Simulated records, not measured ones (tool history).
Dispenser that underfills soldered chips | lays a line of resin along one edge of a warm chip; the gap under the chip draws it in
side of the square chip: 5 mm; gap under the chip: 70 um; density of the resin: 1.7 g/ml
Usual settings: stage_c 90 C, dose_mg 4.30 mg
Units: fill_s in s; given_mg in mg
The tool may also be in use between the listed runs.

{"run": 1, "hour": 0.0, "stage_c": 90, "dose_mg": 4.3, "fill_s": 24.8, "given_mg": 4.18}
{"run": 2, "hour": 2.9, "stage_c": 90, "dose_mg": 3.71, "fill_s": 30.8, "given_mg": 3.61}
{"run": 3, "hour": 6.6, "stage_c": 90, "dose_mg": 3.71, "fill_s": 39.3, "given_mg": 3.6}
{"hour": 8.0, "done": "new syringe of resin"}
{"run": 4, "hour": 11.8, "stage_c": 104, "dose_mg": 4.3, "fill_s": 18.4, "given_mg": 4.11}
{"run": 5, "hour": 14.5, "stage_c": 104, "dose_mg": 4.3, "fill_s": 21.6, "given_mg": 4.12}
{"hour": 18.0, "done": "new syringe of resin"}
{"run": 6, "hour": 18.7, "stage_c": 104, "dose_mg": 4.3, "fill_s": 15.8, "given_mg": 4.14}
{"run": 7, "hour": 22.6, "stage_c": 104, "dose_mg": 4.19, "fill_s": 19.7, "given_mg": 4.02}
{"run": 8, "hour": 24.6, "stage_c": 90, "dose_mg": 4.27, "fill_s": 33.7, "given_mg": 4.08}
{"hour": 27.8, "done": "new syringe of resin"}
{"run": 9, "hour": 28.2, "stage_c": 91, "dose_mg": 4.06, "fill_s": 22.0, "given_mg": 3.9}
{"run": 10, "hour": 32.5, "stage_c": 99, "dose_mg": 3.96, "fill_s": 23.4, "given_mg": 3.81}
{"run": 11, "hour": 37.1, "stage_c": 92, "dose_mg": 4.3, "fill_s": 38.0, "given_mg": 4.1}
{"hour": 37.7, "done": "new syringe of resin"}
{"run": 12, "hour": 41.1, "stage_c": 92, "dose_mg": 3.84, "fill_s": 27.4, "given_mg": 3.67}
{"run": 13, "hour": 45.7, "stage_c": 76, "dose_mg": 4.73, "fill_s": 56.9, "given_mg": 4.54}
{"hour": 47.6, "done": "new syringe of resin"}
{"run": 14, "hour": 50.7, "stage_c": 76, "dose_mg": 4.73, "fill_s": 40.0, "given_mg": 4.49}
{"run": 15, "hour": 52.8, "stage_c": 76, "dose_mg": 4.73, "fill_s": 47.9, "given_mg": 4.51}

Hidden state or all else? Some run-to-run changes of fill_s, split into what the settings, what came in and random variation would give without the hidden state, and what is left for the hidden state (with any gauge scatter that isn't in both results):
The hidden state here: resin's viscosity, % of fresh resin's; dose that the valve gives, % of what is set; true chip temperature over the reading, C; drift of the gauge itself on fill_s, %; drift of the gauge itself on given_mg, %.
Run 12 -> 13: stage_c 92 -> 76, dose_mg 3.84 -> 4.73. fill_s +29.5 s: hidden state +17.4, all else +12.1.
